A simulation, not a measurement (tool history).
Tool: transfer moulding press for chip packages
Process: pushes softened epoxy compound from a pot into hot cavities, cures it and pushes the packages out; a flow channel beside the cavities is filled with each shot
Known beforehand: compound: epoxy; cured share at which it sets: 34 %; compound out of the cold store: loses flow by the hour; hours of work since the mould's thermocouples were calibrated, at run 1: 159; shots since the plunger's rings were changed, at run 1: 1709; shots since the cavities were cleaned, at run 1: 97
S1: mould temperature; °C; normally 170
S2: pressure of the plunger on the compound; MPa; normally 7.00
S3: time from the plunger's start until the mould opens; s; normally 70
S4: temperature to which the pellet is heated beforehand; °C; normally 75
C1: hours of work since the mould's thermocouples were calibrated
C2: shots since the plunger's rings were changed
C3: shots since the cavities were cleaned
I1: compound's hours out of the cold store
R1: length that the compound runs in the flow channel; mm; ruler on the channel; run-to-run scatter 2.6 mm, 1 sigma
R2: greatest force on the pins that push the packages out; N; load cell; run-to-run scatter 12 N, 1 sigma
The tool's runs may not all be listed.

run 1 day=0.000 | S1=170 S2=7.00 S3=70 S4=75 | C1=159 C2=1709 C3=97 | I1=37.7 | R1=742 R2=635
run 2 day=0.496 | S1=170 S2=7.00 S3=70 S4=75 | C1=167 C2=1917 C3=305 | I1=10.5 | R1=856 R2=900
run 3 day=0.967 | S1=170 S2=7.00 S3=70 S4=75 | C1=174 C2=2115 C3=503 | I1=34.6 | R1=746 R2=938
-- day=1.238 cavities cleaned with cleaning compound and waxed
run 4 day=1.512 | S1=170 S2=7.00 S3=70 S4=66 | C1=181 C2=2317 C3=114 | I1=10.1 | R1=856 R2=773
run 5 day=1.833 | S1=170 S2=7.00 S3=70 S4=66 | C1=186 C2=2452 C3=249 | I1=18.2 | R1=816 R2=846
run 6 day=2.571 | S1=170 S2=7.00 S3=70 S4=66 | C1=198 C2=2763 C3=560 | I1=31.2 | R1=757 R2=911
-- day=2.704 cavities cleaned with cleaning compound and waxed
run 7 day=3.275 | S1=170 S2=6.99 S3=70 S4=75 | C1=208 C2=3032 C3=239 | I1=24.6 | R1=776 R2=799
run 8 day=4.033 | S1=170 S2=7.00 S3=70 S4=75 | C1=219 C2=3351 C3=558 | I1=22.7 | R1=786 R2=970
-- day=4.196 cavities cleaned with cleaning compound and waxed
-- day=4.738 plunger's sealing rings changed
run 9 day=4.738 | S1=170 S2=7.00 S3=70 S4=75 | C1=228 C2=0 C3=185 | I1=12.4 | R1=870 R2=801
run 10 day=5.512 | S1=170 S2=7.00 S3=88 S4=75 | C1=240 C2=326 C3=511 | I1=31.6 | R1=778 R2=704
-- day=5.762 cavities cleaned with cleaning compound and waxed
run 11 day=6.017 | S1=170 S2=7.00 S3=59 S4=75 | C1=246 C2=511 C3=106 | I1=46.5 | R1=715 R2=877
run 12 day=6.521 | S1=170 S2=7.65 S3=70 S4=75 | C1=254 C2=723 C3=318 | I1=20.0 | R1=861 R2=876
run 13 day=7.050 | S1=170 S2=6.25 S3=70 S4=75 | C1=262 C2=946 C3=541 | I1=42.8 | R1=683 R2=874
-- day=7.233 cavities cleaned with cleaning compound and waxed
run 14 day=7.779 | S1=170 S2=7.00 S3=70 S4=75 | C1=273 C2=1225 C3=229 | I1=45.9 | R1=713 R2=737
run 15 day=8.158 | S1=174 S2=7.96 S3=67 S4=76 | C1=278 C2=1385 C3=389 | I1=33.9 | R1=798 R2=735
run 16 day=8.546 | S1=174 S2=7.96 S3=67 S4=76 | C1=284 C2=1547 C3=551 | I1=29.0 | R1=819 R2=837
-- day=8.712 cavities cleaned with cleaning compound and waxed
run 17 day=8.988 | S1=163 S2=5.57 S3=67 S4=76 | C1=290 C2=1707 C3=116 | I1=31.9 | R1=691 R2=1134
run 18 day=9.438 | S1=171 S2=7.00 S3=60 S4=73 | C1=297 C2=1896 C3=305 | I1=37.2 | R1=737 R2=1025
-- day=10.204 cavities cleaned with cleaning compound and waxed
run 19 day=10.242 | S1=170 S2=7.00 S3=82 S4=76 | C1=309 C2=2207 C3=16 | I1=23.4 | R1=798 R2=468
run 20 day=10.925 | S1=170 S2=5.52 S3=82 S4=67 | C1=319 C2=2494 C3=303 | I1=23.5 | R1=700 R2=654
run 21 day=11.267 | S1=163 S2=5.52 S3=82 S4=74 | C1=324 C2=2638 C3=447 | I1=14.7 | R1=752 R2=1100
-- day=11.679 cavities cleaned with cleaning compound and waxed
run 22 day=11.679 | S1=176 S2=5.43 S3=106 S4=76 | C1=330 C2=2785 C3=0 | I1=15.9 | R1=711 R2=396
run 23 day=12.208 | S1=174 S2=7.00 S3=99 S4=75 | C1=338 C2=3007 C3=222 | I1=46.2 | R1=684 R2=567
run 24 day=12.867 | S1=170 S2=7.00 S3=70 S4=71 | C1=348 C2=3284 C3=499 | I1=16.2 | R1=816 R2=967
-- day=13.158 cavities cleaned with cleaning compound and waxed
run 25 day=13.379 | S1=163 S2=7.00 S3=55 S4=73 | C1=355 C2=3474 C3=94 | I1=19.2 | R1=814 R2=1789
-- day=13.742 plunger's sealing rings changed
run 26 day=14.254 | S1=164 S2=5.47 S3=70 S4=75 | C1=367 C2=216 C3=417 | I1=42.4 | R1=660 R2=1214
-- day=14.750 cavities cleaned with cleaning compound and waxed
run 27 day=15.092 | S1=168 S2=6.60 S3=70 S4=79 | C1=379 C2=541 C3=143 | I1=24.1 | R1=792 R2=834

Alternative continuations, all from the tool just after run 27; predict every row:
run A day=15.550 | S1=167 S2=6.08 S3=67 S4=79 | C1=386 C2=734 C3=336 | I1=34.4 | R1=? R2=?
run B day=15.550 | S1=168 S2=5.55 S3=70 S4=79 | C1=386 C2=734 C3=336 | I1=9.9 | R1=? R2=?
run C day=15.550 | S1=168 S2=6.60 S3=89 S4=79 | C1=386 C2=734 C3=336 | I1=41.6 | R1=? R2=?

run=A R1=717 R2=1119
run=B R1=781 R2=1044
run=C R1=715 R2=675
With no hidden state in the tool, these same runs would have given:
run=A R1=723 R2=682
run=B R1=788 R2=638
run=C R1=721 R2=428
